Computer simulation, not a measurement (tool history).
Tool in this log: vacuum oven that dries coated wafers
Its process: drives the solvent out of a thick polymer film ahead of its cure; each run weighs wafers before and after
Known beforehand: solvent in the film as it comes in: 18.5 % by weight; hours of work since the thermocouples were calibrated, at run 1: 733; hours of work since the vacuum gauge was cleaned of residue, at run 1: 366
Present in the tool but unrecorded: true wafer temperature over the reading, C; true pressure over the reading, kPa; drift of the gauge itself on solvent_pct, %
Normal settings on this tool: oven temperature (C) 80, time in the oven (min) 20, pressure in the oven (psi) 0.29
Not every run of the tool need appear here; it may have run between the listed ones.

run,hour,oven temperature (C),time in the oven (min),pressure in the oven (psi),hours of work since the thermocouples were calibrated,hours of work since the vacuum gauge was cleaned of residue,solvent left in the film (%)
1,0,80,20,0.29,733,366,4.25
2,21.5,80,20,0.29,743,375,4.26
3,37.8,80,20,0.29,749,382,4.08
4,55.1,80,20,0.29,757,389,4.15
5,73.3,80,20,0.29,765,397,4.06
6,89.2,80,29,0.29,771,404,2.93
7,114.2,80,29,0.29,782,415,3.04
8,125.2,80,29,0.29,787,419,2.95
9,136.1,80,29,0.29,791,424,3.05
10,161.3,80,29,0.418,802,435,3.91
11,182.3,91,20,0.29,811,443,2
12,204.2,80,14,0.29,820,453,5.79
13,219.2,80,20,0.29,827,459,4.17
14,242.5,80,20,0.29,837,469,4.14
15,264.7,80,20,0.29,846,479,4.14
16,276,80,20,0.29,851,483,4.19
17,293,80,20,0.29,858,491,4.15
18,316.9,76,20,0.29,868,501,5.23
19,330.4,80,20,0.29,874,506,4.12
20,351.2,80,20,0.187,883,515,3.39
21,368.6,80,20,0.187,890,523,3.35
22,389.8,80,20,0.187,899,532,3.5
23,400.8,80,20,0.187,904,536,3.48
24,419,80,20,0.29,912,544,4.17
25,436.8,70,16,0.154,919,552,7.02
26,457.6,70,16,0.154,928,560,6.96
27,473.8,70,28,0.701,935,567,9.19
28,485.6,85,20,1.002,940,572,6.96
29,498.6,81,11,0.342,945,578,6.8
30,514,80,14,0.461,952,584,6.61
31,527.5,87,35,0.396,958,590,2.46
32,547.7,87,35,1.027,966,599,5.68
33,564.9,66,20,0.248,974,606,7.96
34,579.5,80,20,0.602,980,612,6.03
35,590.2,68,10,0.294,984,617,10.7
36,612.6,68,31,0.294,994,626,5.82
37,631.4,69,12,0.364,1002,634,10.31
38,652.1,69,20,0.663,1011,643,10.18
39,674.9,94,23,0.918,1020,653,4.1
40,685.6,95,33,0.29,1025,657,1.29
41,698.1,95,33,0.29,1030,663,1.33
42,714.9,84,15,0.247,1037,670,3.96
43,737.3,87,14,0.216,1047,679,3.58
44,763.3,90,16,0.164,1058,690,2.19
45,776.3,89,20,0.29,1063,696,2.27
46,790.7,80,36,0.29,1070,702,2.65
47,801.7,72,29,0.395,1074,707,5.72

Alternative continuations, all from the tool just after run 47; predict every row:
A,825.6,78,20,0.754,1084,717,?
B,825.6,77,24,0.351,1084,717,?
C,825.6,74,28,0.286,1084,717,?

run,solvent left in the film (%)
A,7.63
B,4.68
C,4.44
Without the tool's hidden state the same runs would have given:
run,solvent left in the film (%)
A,7.97
B,4.89
C,4.61
